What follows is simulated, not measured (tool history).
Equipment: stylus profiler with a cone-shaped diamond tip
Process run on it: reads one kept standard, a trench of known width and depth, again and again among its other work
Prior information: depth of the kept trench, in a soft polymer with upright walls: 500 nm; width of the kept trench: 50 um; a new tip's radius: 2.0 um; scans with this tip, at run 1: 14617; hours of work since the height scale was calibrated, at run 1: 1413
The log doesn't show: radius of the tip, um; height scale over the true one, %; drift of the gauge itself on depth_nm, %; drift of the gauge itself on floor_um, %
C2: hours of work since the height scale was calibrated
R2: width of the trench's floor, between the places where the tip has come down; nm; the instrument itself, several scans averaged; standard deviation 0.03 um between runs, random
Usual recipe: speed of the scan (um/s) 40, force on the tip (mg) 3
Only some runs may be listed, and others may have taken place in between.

Run 1, hour 0: usual settings; scans with this tip 14617; C2 1413. Result: depth of the trench (Å) 5054.5, R2 46110 nm.
Run 2, hour 20.1: usual settings; scans with this tip 14764; C2 1428. Result: depth of the trench (Å) 5057.8, R2 46050 nm.
Run 3, hour 46.8: usual settings; scans with this tip 14959; C2 1446. Result: depth of the trench (Å) 5051.2, R2 46160 nm.
Run 4, hour 76.2: usual settings; scans with this tip 15173; C2 1467. Result: depth of the trench (Å) 5058.4, R2 46090 nm.
Run 5, hour 101.9: usual settings; scans with this tip 15361; C2 1485. Result: depth of the trench (Å) 5054.5, R2 46100 nm.
Run 6, hour 123.9: usual settings but force on the tip (mg) 1.42; scans with this tip 15521; C2 1501. Result: depth of the trench (Å) 5031.2, R2 45930 nm.
Run 7, hour 150.9: usual settings but speed of the scan (um/s) 33; scans with this tip 15718; C2 1520. Result: depth of the trench (Å) 5053.8, R2 46090 nm.
Run 8, hour 174.3: usual settings but speed of the scan (um/s) 33; scans with this tip 15889; C2 1536. Result: depth of the trench (Å) 5055.7, R2 46050 nm.
Run 9, hour 204.5: usual settings but speed of the scan (um/s) 33; scans with this tip 16109; C2 1558. Result: depth of the trench (Å) 5054.5, R2 46050 nm.
Run 10, hour 238.4: usual settings but speed of the scan (um/s) 156, force on the tip (mg) 1.68; scans with this tip 16356; C2 1582. Result: depth of the trench (Å) 5036, R2 45170 nm.
Run 11, hour 264.5: usual settings but speed of the scan (um/s) 156, force on the tip (mg) 1.68; scans with this tip 16546; C2 1600. Result: depth of the trench (Å) 5033.9, R2 45160 nm.
Run 12, hour 285.7: usual settings but speed of the scan (um/s) 156, force on the tip (mg) 1.68; scans with this tip 16701; C2 1615. Result: depth of the trench (Å) 5034.5, R2 45190 nm.
Run 13, hour 310.7: usual settings but speed of the scan (um/s) 84, force on the tip (mg) 3.95; scans with this tip 16883; C2 1632. Result: depth of the trench (Å) 5066.5, R2 45840 nm.
Run 14, hour 344.8: usual settings but speed of the scan (um/s) 132, force on the tip (mg) 7.2; scans with this tip 17132; C2 1657. Result: depth of the trench (Å) 5106.7, R2 45730 nm.

Measured less the same run without the tool's hidden state. The same run-to-run variation is in both; the gauge's scatter may not be:
run  depth of the trench (Å)     R2
  1                       -8  -1040
  2                       -8  -1050
  3                     -8.2  -1060
  4                     -8.2  -1070
  5                     -8.4  -1080
  6                     -8.4  -1090
  7                     -8.6  -1110
  8                     -8.7  -1110
  9                     -8.8  -1130
 10                     -8.9  -1140
 11                     -9.1  -1150
 12                     -9.1  -1160
 13                     -9.3  -1170
 14                     -9.6  -1190
